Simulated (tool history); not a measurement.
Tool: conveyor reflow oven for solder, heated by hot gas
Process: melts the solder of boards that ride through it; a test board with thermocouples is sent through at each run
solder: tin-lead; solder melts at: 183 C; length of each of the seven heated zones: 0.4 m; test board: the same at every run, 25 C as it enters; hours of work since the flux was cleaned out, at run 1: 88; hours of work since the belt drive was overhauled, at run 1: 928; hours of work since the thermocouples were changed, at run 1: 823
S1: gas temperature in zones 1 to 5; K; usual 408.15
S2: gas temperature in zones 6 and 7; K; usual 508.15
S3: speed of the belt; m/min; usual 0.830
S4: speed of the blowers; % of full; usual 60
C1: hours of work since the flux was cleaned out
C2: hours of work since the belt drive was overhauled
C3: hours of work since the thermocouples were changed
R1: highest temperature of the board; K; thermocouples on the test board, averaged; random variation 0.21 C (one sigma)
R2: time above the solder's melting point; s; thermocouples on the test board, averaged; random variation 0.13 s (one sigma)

run,hour,S1,S2,S3,S4,C1,C2,C3,R1,R2
1,0.0,408.15,508.15,0.830,60,88,928,823,489.25,43.6
2,72.1,408.15,508.15,0.830,60,144,985,879,489.35,43.3
# hour 106.7: belt drive overhauled, speed set with a stopwatch
3,109.4,408.15,508.15,0.830,60,170,2,905,488.05,41.0
# hour 137.3: flux residue cleaned out of gas plates and filters
4,155.9,408.15,508.15,0.764,60,15,35,938,489.45,46.2
5,195.8,408.15,508.15,0.764,60,46,66,969,489.65,46.2
6,265.0,408.15,508.15,0.764,60,100,120,1023,489.35,46.0
# hour 282.5: flux residue cleaned out of gas plates and filters, once more
7,322.7,407.15,508.15,0.764,60,31,161,1064,491.25,47.2
8,363.7,407.15,508.15,0.764,60,63,193,1096,490.65,47.1
# hour 413.4: thermocouples of zones 6 and 7 changed
9,427.5,408.15,504.15,0.757,60,112,241,11,490.25,47.5
10,480.8,421.15,508.15,0.830,64,153,283,53,493.95,48.6
# hour 528.4: flux residue cleaned out of gas plates and filters
11,557.0,421.15,508.15,0.763,64,22,338,108,496.75,54.6
12,608.4,405.15,508.15,0.706,64,62,378,148,496.35,54.3
13,664.0,413.15,508.15,0.874,87,106,422,192,495.05,45.1
14,698.3,408.15,508.15,0.830,68,133,449,219,492.55,44.4
15,741.5,408.15,508.15,0.830,68,166,482,252,492.25,44.5
# hour 770.9: flux residue cleaned out of gas plates and filters
16,779.3,401.15,508.15,0.681,68,7,508,278,497.15,56.3

Forecast each of these 3 alternatives for the next run:
A,845.2,406.15,497.15,0.830,59,58,559,329,?,?
B,845.2,409.15,511.15,0.973,68,58,559,329,?,?
C,845.2,401.15,518.15,0.681,68,58,559,329,?,?

run,R1,R2
A,480.65,36.2
B,490.05,36.3
C,505.95,60.9
Without the tool's hidden state the same runs would have given:
run,R1,R2
A,481.85,36.5
B,491.25,36.3
C,507.25,60.6

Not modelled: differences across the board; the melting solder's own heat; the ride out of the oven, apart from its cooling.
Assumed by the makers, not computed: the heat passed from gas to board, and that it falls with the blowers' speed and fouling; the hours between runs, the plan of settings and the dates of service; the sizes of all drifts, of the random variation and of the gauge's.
